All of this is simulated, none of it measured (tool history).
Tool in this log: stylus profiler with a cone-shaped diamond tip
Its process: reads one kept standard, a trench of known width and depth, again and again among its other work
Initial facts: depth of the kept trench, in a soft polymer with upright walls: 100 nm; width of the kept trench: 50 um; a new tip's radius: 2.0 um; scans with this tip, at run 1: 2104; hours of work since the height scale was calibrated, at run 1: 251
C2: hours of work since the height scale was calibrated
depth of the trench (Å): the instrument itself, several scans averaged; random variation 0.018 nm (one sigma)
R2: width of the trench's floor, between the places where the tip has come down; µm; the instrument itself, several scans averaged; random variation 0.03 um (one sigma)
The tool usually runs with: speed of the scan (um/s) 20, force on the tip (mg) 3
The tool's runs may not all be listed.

run 1 hour=0 | speed_of_the_scan_(um/s)=20 force_on_the_tip_(mg)=3 | scans_with_this_tip=2104 C2=251 | depth_of_the_trench_(Å)=1006.7 R2=48.65
run 2 hour=33.8 | speed_of_the_scan_(um/s)=20 force_on_the_tip_(mg)=3 | scans_with_this_tip=2248 C2=269 | depth_of_the_trench_(Å)=1006.7 R2=48.66
run 3 hour=77.5 | speed_of_the_scan_(um/s)=20 force_on_the_tip_(mg)=3 | scans_with_this_tip=2434 C2=291 | depth_of_the_trench_(Å)=1006.8 R2=48.65
run 4 hour=109.9 | speed_of_the_scan_(um/s)=9 force_on_the_tip_(mg)=3 | scans_with_this_tip=2572 C2=307 | depth_of_the_trench_(Å)=1006.7 R2=48.65
run 5 hour=145.4 | speed_of_the_scan_(um/s)=20 force_on_the_tip_(mg)=1.86 | scans_with_this_tip=2723 C2=325 | depth_of_the_trench_(Å)=1004.8 R2=48.66
run 6 hour=178.3 | speed_of_the_scan_(um/s)=20 force_on_the_tip_(mg)=1.86 | scans_with_this_tip=2863 C2=342 | depth_of_the_trench_(Å)=1004.4 R2=48.6
run 7 hour=226.6 | speed_of_the_scan_(um/s)=20 force_on_the_tip_(mg)=3 | scans_with_this_tip=3069 C2=367 | depth_of_the_trench_(Å)=1006.8 R2=48.59
run 8 hour=274.1 | speed_of_the_scan_(um/s)=20 force_on_the_tip_(mg)=2.31 | scans_with_this_tip=3271 C2=391 | depth_of_the_trench_(Å)=1005.6 R2=48.58
run 9 hour=323.1 | speed_of_the_scan_(um/s)=20 force_on_the_tip_(mg)=7.89 | scans_with_this_tip=3479 C2=416 | depth_of_the_trench_(Å)=1013.5 R2=48.64
run 10 hour=360.2 | speed_of_the_scan_(um/s)=20 force_on_the_tip_(mg)=7.89 | scans_with_this_tip=3637 C2=435 | depth_of_the_trench_(Å)=1013.2 R2=48.65
run 11 hour=397.4 | speed_of_the_scan_(um/s)=20 force_on_the_tip_(mg)=7.89 | scans_with_this_tip=3795 C2=454 | depth_of_the_trench_(Å)=1013.2 R2=48.64
run 12 hour=422.1 | speed_of_the_scan_(um/s)=20 force_on_the_tip_(mg)=1.87 | scans_with_this_tip=3901 C2=466 | depth_of_the_trench_(Å)=1004.8 R2=48.55
run 13 hour=451.6 | speed_of_the_scan_(um/s)=20 force_on_the_tip_(mg)=1.52 | scans_with_this_tip=4026 C2=481 | depth_of_the_trench_(Å)=1003.8 R2=48.71
run 14 hour=497.5 | speed_of_the_scan_(um/s)=9 force_on_the_tip_(mg)=4.71 | scans_with_this_tip=4222 C2=505 | depth_of_the_trench_(Å)=1008.9 R2=48.62
run 15 hour=550.3 | speed_of_the_scan_(um/s)=9 force_on_the_tip_(mg)=4.71 | scans_with_this_tip=4446 C2=531 | depth_of_the_trench_(Å)=1009 R2=48.65
run 16 hour=582.2 | speed_of_the_scan_(um/s)=20 force_on_the_tip_(mg)=2.14 | scans_with_this_tip=4582 C2=548 | depth_of_the_trench_(Å)=1004.8 R2=48.66
run 17 hour=624 | speed_of_the_scan_(um/s)=20 force_on_the_tip_(mg)=8.02 | scans_with_this_tip=4760 C2=569 | depth_of_the_trench_(Å)=1013 R2=48.67
run 18 hour=677 | speed_of_the_scan_(um/s)=16 force_on_the_tip_(mg)=1.15 | scans_with_this_tip=4985 C2=596 | depth_of_the_trench_(Å)=1002.8 R2=48.55
run 19 hour=730.5 | speed_of_the_scan_(um/s)=61 force_on_the_tip_(mg)=5.96 | scans_with_this_tip=5213 C2=623 | depth_of_the_trench_(Å)=1010.3 R2=48.54
run 20 hour=763.4 | speed_of_the_scan_(um/s)=61 force_on_the_tip_(mg)=5.96 | scans_with_this_tip=5353 C2=640 | depth_of_the_trench_(Å)=1010.8 R2=48.57
run 21 hour=805 | speed_of_the_scan_(um/s)=61 force_on_the_tip_(mg)=5.96 | scans_with_this_tip=5530 C2=661 | depth_of_the_trench_(Å)=1010.5 R2=48.49
run 22 hour=837.1 | speed_of_the_scan_(um/s)=20 force_on_the_tip_(mg)=2.54 | scans_with_this_tip=5667 C2=677 | depth_of_the_trench_(Å)=1005.3 R2=48.56
run 23 hour=870.4 | speed_of_the_scan_(um/s)=11 force_on_the_tip_(mg)=2.1 | scans_with_this_tip=5809 C2=694 | depth_of_the_trench_(Å)=1004.4 R2=48.65
run 24 hour=903.4 | speed_of_the_scan_(um/s)=70 force_on_the_tip_(mg)=3.5 | scans_with_this_tip=5949 C2=711 | depth_of_the_trench_(Å)=1006.6 R2=48.48
run 25 hour=951.7 | speed_of_the_scan_(um/s)=9 force_on_the_tip_(mg)=3.2 | scans_with_this_tip=6155 C2=736 | depth_of_the_trench_(Å)=1006 R2=48.63

3 ways to go on from here, each from the tool as it stands after run 25. What would each give?
run A hour=980.8 | speed_of_the_scan_(um/s)=38 force_on_the_tip_(mg)=3.5 | scans_with_this_tip=6278 C2=750 | depth_of_the_trench_(Å)=? R2=?
run B hour=980.8 | speed_of_the_scan_(um/s)=20 force_on_the_tip_(mg)=4.46 | scans_with_this_tip=6278 C2=750 | depth_of_the_trench_(Å)=? R2=?
run C hour=980.8 | speed_of_the_scan_(um/s)=20 force_on_the_tip_(mg)=5.59 | scans_with_this_tip=6278 C2=750 | depth_of_the_trench_(Å)=? R2=?

run=A depth_of_the_trench_(Å)=1007.1 R2=48.56
run=B depth_of_the_trench_(Å)=1008.3 R2=48.63
run=C depth_of_the_trench_(Å)=1009.5 R2=48.64
With the hidden condition removed and each run's random variation left untouched, the same runs would have given:
run=A depth_of_the_trench_(Å)=1008.4 R2=48.66
run=B depth_of_the_trench_(Å)=1009.6 R2=48.73
run=C depth_of_the_trench_(Å)=1010.9 R2=48.74
